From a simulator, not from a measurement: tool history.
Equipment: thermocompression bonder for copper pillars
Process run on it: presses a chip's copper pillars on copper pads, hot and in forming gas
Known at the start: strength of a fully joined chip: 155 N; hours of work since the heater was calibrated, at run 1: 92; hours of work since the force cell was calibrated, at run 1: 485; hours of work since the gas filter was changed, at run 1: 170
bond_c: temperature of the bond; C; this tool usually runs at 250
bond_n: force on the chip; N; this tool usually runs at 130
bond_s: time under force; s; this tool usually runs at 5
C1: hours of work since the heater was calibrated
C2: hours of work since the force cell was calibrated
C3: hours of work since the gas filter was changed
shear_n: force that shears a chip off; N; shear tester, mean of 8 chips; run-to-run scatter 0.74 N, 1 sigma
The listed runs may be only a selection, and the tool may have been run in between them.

run 1 hour=0.0 | bond_c=250 bond_n=130 bond_s=5 | C1=92 C2=485 C3=170 | shear_n=54.2
run 2 hour=79.3 | bond_c=232 bond_n=130 bond_s=5 | C1=149 C2=542 C3=227 | shear_n=34.7
run 3 hour=113.9 | bond_c=232 bond_n=130 bond_s=5 | C1=174 C2=566 C3=252 | shear_n=35.4
run 4 hour=149.3 | bond_c=250 bond_n=130 bond_s=13 | C1=199 C2=592 C3=278 | shear_n=71.4
run 5 hour=218.9 | bond_c=250 bond_n=130 bond_s=13 | C1=249 C2=642 C3=327 | shear_n=69.3
run 6 hour=264.8 | bond_c=250 bond_n=130 bond_s=5 | C1=282 C2=675 C3=360 | shear_n=49.6
run 7 hour=305.5 | bond_c=272 bond_n=130 bond_s=5 | C1=311 C2=704 C3=389 | shear_n=70.0
run 8 hour=384.9 | bond_c=272 bond_n=130 bond_s=5 | C1=368 C2=761 C3=446 | shear_n=68.4
run 9 hour=424.7 | bond_c=250 bond_n=130 bond_s=5 | C1=396 C2=789 C3=475 | shear_n=45.6
-- hour=461.7 forming gas filter changed
run 10 hour=490.8 | bond_c=250 bond_n=130 bond_s=5 | C1=443 C2=836 C3=21 | shear_n=49.4
run 11 hour=555.7 | bond_c=250 bond_n=130 bond_s=5 | C1=490 C2=883 C3=67 | shear_n=48.0
run 12 hour=625.9 | bond_c=250 bond_n=130 bond_s=15 | C1=540 C2=933 C3=118 | shear_n=73.5
run 13 hour=677.1 | bond_c=250 bond_n=130 bond_s=15 | C1=577 C2=970 C3=154 | shear_n=73.6
run 14 hour=711.8 | bond_c=250 bond_n=130 bond_s=15 | C1=602 C2=995 C3=179 | shear_n=71.1
run 15 hour=781.6 | bond_c=273 bond_n=94 bond_s=3 | C1=652 C2=1045 C3=229 | shear_n=41.8
run 16 hour=858.0 | bond_c=273 bond_n=94 bond_s=3 | C1=707 C2=1100 C3=284 | shear_n=41.8
run 17 hour=940.1 | bond_c=268 bond_n=130 bond_s=3 | C1=766 C2=1159 C3=343 | shear_n=50.6
run 18 hour=1016.5 | bond_c=266 bond_n=130 bond_s=3 | C1=820 C2=1213 C3=398 | shear_n=47.9
run 19 hour=1067.0 | bond_c=266 bond_n=130 bond_s=3 | C1=857 C2=1249 C3=434 | shear_n=47.4
run 20 hour=1146.7 | bond_c=266 bond_n=130 bond_s=3 | C1=914 C2=1307 C3=491 | shear_n=46.5
-- hour=1162.5 forming gas filter changed
-- hour=1180.7 force cell calibrated
run 21 hour=1211.2 | bond_c=245 bond_n=169 bond_s=5 | C1=959 C2=22 C3=34 | shear_n=54.4
run 22 hour=1267.9 | bond_c=221 bond_n=106 bond_s=5 | C1=999 C2=63 C3=75 | shear_n=19.7

What does the tool deliver on the next run?
run 23 hour=1336.3 | bond_c=221 bond_n=106 bond_s=5 | C1=1048 C2=112 C3=124 | shear_n=?

shear_n: 20.1 N
If the tool had no hidden condition, the same run with the same run-to-run variation would have returned shear_n 24.7 N.

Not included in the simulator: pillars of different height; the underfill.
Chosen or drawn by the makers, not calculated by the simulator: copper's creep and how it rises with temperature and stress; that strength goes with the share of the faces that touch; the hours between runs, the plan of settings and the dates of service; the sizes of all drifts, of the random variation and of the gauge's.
